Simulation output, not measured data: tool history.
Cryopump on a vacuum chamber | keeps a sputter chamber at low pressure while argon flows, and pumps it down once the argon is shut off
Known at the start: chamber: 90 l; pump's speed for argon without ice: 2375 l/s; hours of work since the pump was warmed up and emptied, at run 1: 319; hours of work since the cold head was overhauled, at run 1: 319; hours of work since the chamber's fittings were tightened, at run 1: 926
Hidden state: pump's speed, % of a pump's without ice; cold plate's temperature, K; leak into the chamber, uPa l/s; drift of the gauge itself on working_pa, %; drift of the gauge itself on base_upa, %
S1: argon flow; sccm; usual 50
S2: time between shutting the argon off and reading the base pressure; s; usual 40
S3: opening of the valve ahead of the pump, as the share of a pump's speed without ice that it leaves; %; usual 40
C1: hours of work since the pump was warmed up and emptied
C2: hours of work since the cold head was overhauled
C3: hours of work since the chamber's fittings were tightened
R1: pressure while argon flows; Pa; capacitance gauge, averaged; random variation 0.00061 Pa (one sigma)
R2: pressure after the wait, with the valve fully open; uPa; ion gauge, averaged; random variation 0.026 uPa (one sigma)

Run 1, hour 0: usual settings; C1 319; C2 319; C3 926. Result: R1 0.0934 Pa, R2 1.45 uPa.
Run 2, hour 26.2: usual settings; C1 335; C2 335; C3 942. Result: R1 0.0926 Pa, R2 1.54 uPa.
Run 3, hour 40.8: usual settings but S3 52 %; C1 344; C2 344; C3 951. Result: R1 0.0722 Pa, R2 1.59 uPa.
Run 4, hour 54.6: usual settings but S3 52 %; C1 352; C2 352; C3 960. Result: R1 0.0715 Pa, R2 1.48 uPa.
Run 5, hour 78.8: usual settings but S3 52 %; C1 367; C2 367; C3 975. Result: R1 0.0729 Pa, R2 1.54 uPa.
Run 6, hour 93.3: usual settings but S3 18 %; C1 376; C2 376; C3 983. Result: R1 0.2021 Pa, R2 1.53 uPa.
Run 7, hour 119.7: usual settings but S3 18 %; C1 392; C2 392; C3 1000. Result: R1 0.2037 Pa, R2 1.54 uPa.
Run 8, hour 133.1: usual settings but S3 18 %; C1 401; C2 401; C3 1008. Result: R1 0.2017 Pa, R2 1.53 uPa.
Run 9, hour 156.1: usual settings but S1 70 sccm; C1 415; C2 415; C3 1022. Result: R1 0.1315 Pa, R2 1.55 uPa.
Run 10, hour 178.8: usual settings but S1 70 sccm, S2 104 s, S3 49 %; C1 429; C2 429; C3 1036. Result: R1 0.1089 Pa, R2 0.95 uPa.
Run 11, hour 195.7: usual settings but S1 24 sccm, S3 39 %; C1 439; C2 439; C3 1046. Result: R1 0.0466 Pa, R2 1.6 uPa.
Run 12, hour 217.7: usual settings but S1 23 sccm, S3 42 %; C1 453; C2 453; C3 1060. Result: R1 0.0413 Pa, R2 1.58 uPa.
Run 13, hour 241.3: usual settings but S1 23 sccm, S3 42 %; C1 467; C2 467; C3 1075. Result: R1 0.0416 Pa, R2 1.6 uPa.
Run 14, hour 258.1: usual settings but S1 81 sccm, S2 74 s, S3 43 %; C1 478; C2 478; C3 1085. Result: R1 0.1443 Pa, R2 1.17 uPa.
Run 15, hour 277.4: usual settings but S1 66 sccm, S2 74 s, S3 15 %; C1 489; C2 489; C3 1097. Result: R1 0.3198 Pa, R2 1.13 uPa.

Hidden state or all else? Some run-to-run changes of R1, split into what the settings, what came in and random variation would give without the hidden state, and what is left for the hidden state (with any gauge scatter that isn't in both results):
Run 13 -> 14: S1 23 -> 81, S2 40 -> 74, S3 42 -> 43. R1 +0.1027 Pa: hidden state +0.0067, all else +0.096.
Run 14 -> 15: S1 81 -> 66, S3 43 -> 15. R1 +0.1755 Pa: hidden state -0.0016, all else +0.1771.
